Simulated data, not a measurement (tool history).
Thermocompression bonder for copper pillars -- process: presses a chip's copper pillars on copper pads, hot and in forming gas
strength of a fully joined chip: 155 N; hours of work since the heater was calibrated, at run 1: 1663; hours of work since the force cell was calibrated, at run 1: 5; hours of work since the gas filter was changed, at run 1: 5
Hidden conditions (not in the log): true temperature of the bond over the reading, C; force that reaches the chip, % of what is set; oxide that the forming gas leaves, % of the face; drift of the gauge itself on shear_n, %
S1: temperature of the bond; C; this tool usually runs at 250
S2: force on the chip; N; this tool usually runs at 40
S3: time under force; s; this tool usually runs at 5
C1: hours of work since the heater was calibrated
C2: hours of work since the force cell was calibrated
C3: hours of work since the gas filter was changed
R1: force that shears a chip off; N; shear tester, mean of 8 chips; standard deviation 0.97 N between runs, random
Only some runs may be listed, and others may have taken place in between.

| run | hour | S1 | S2 | S3 | C1 | C2 | C3 | R1 |
|---|---|---|---|---|---|---|---|---|
| 1 | 0.0 | 250 | 40 | 5 | 1663 | 5 | 5 | 83.3 |
| 2 | 52.7 | 250 | 40 | 5 | 1695 | 36 | 36 | 83.5 |
| 3 | 113.4 | 250 | 40 | 5 | 1732 | 73 | 73 | 84.5 |
|  | 150.2 | heater calibrated with a thermocouple chip |
| 4 | 163.9 | 250 | 40 | 5 | 8 | 102 | 102 | 85.2 |
| 5 | 240.8 | 250 | 40 | 5 | 55 | 149 | 149 | 85.2 |
| 6 | 306.8 | 250 | 40 | 5 | 95 | 189 | 189 | 84.7 |
|  | 370.1 | forming gas filter changed |
| 7 | 378.1 | 250 | 40 | 5 | 137 | 231 | 5 | 84.1 |
| 8 | 420.4 | 250 | 40 | 5 | 163 | 257 | 30 | 84.5 |
| 9 | 473.8 | 250 | 40 | 5 | 195 | 289 | 63 | 84.5 |
| 10 | 509.1 | 250 | 40 | 4 | 216 | 310 | 84 | 76.8 |
| 11 | 581.8 | 250 | 40 | 5 | 260 | 354 | 128 | 85.1 |
| 12 | 628.9 | 250 | 40 | 5 | 289 | 383 | 156 | 82.2 |
| 13 | 691.7 | 250 | 40 | 5 | 326 | 421 | 194 | 82.2 |
|  | 746.4 | forming gas filter changed |
| 14 | 746.4 | 250 | 40 | 5 | 359 | 453 | 0 | 84.0 |
| 15 | 818.8 | 250 | 40 | 5 | 403 | 497 | 44 | 84.3 |
| 16 | 852.7 | 250 | 40 | 5 | 423 | 517 | 64 | 84.3 |
| 17 | 899.0 | 250 | 40 | 5 | 451 | 545 | 92 | 83.7 |
| 18 | 939.7 | 269 | 40 | 5 | 476 | 570 | 117 | 96.0 |
| 19 | 982.7 | 243 | 40 | 5 | 502 | 596 | 143 | 77.3 |
| 20 | 1061.8 | 261 | 40 | 12 | 550 | 644 | 190 | 115.4 |
|  | 1118.8 | forming gas filter changed |
| 21 | 1129.3 | 231 | 40 | 4 | 590 | 684 | 6 | 65.1 |
| 22 | 1211.8 | 231 | 40 | 4 | 640 | 734 | 56 | 62.9 |
| 23 | 1280.9 | 226 | 40 | 4 | 681 | 776 | 98 | 60.9 |
| 24 | 1332.0 | 250 | 41 | 5 | 712 | 806 | 129 | 85.0 |
| 25 | 1371.2 | 250 | 41 | 5 | 736 | 830 | 152 | 87.0 |
| 26 | 1425.5 | 250 | 26 | 6 | 769 | 863 | 185 | 57.3 |
|  | 1493.9 | forming gas filter changed |
| 27 | 1501.9 | 243 | 48 | 11 | 814 | 909 | 5 | 114.8 |
| 28 | 1572.4 | 243 | 48 | 11 | 857 | 951 | 47 | 113.9 |
| 29 | 1613.9 | 243 | 48 | 11 | 882 | 976 | 72 | 116.7 |
| 30 | 1690.7 | 250 | 55 | 11 | 928 | 1022 | 119 | 127.9 |
| 31 | 1727.3 | 278 | 55 | 5 | 951 | 1045 | 141 | 130.4 |
| 32 | 1805.5 | 278 | 55 | 5 | 998 | 1092 | 188 | 128.8 |
|  | 1823.7 | force cell calibrated |
|  | 1867.3 | forming gas filter changed |
| 33 | 1886.6 | 250 | 58 | 5 | 1045 | 38 | 12 | 115.5 |
| 34 | 1927.8 | 250 | 56 | 5 | 1070 | 63 | 37 | 110.9 |
| 35 | 1977.6 | 250 | 40 | 5 | 1100 | 93 | 67 | 86.3 |
| 36 | 2015.7 | 250 | 32 | 5 | 1123 | 116 | 90 | 65.4 |
| 37 | 2096.0 | 276 | 40 | 5 | 1172 | 164 | 138 | 103.4 |
| 38 | 2140.8 | 234 | 38 | 9 | 1199 | 191 | 165 | 82.5 |

5 options for the next run, each taken on its own from the tool as it stands now. Forecast them:
| A | 2189.0 | 238 | 45 | 3 | 1228 | 220 | 194 | ? |
| B | 2189.0 | 250 | 48 | 5 | 1228 | 220 | 194 | ? |
| C | 2189.0 | 263 | 40 | 3 | 1228 | 220 | 194 | ? |
| D | 2189.0 | 234 | 51 | 4 | 1228 | 220 | 194 | ? |
| E | 2189.0 | 235 | 29 | 9 | 1228 | 220 | 194 | ? |

| run | R1 |
|---|---|
| A | 71.4 |
| B | 99.5 |
| C | 79.1 |
| D | 82.8 |
| E | 64.5 |
Had the tool no hidden state, the same runs would have come out as:
| run | R1 |
|---|---|
| A | 71.5 |
| B | 99.8 |
| C | 79.3 |
| D | 83.0 |
| E | 64.6 |
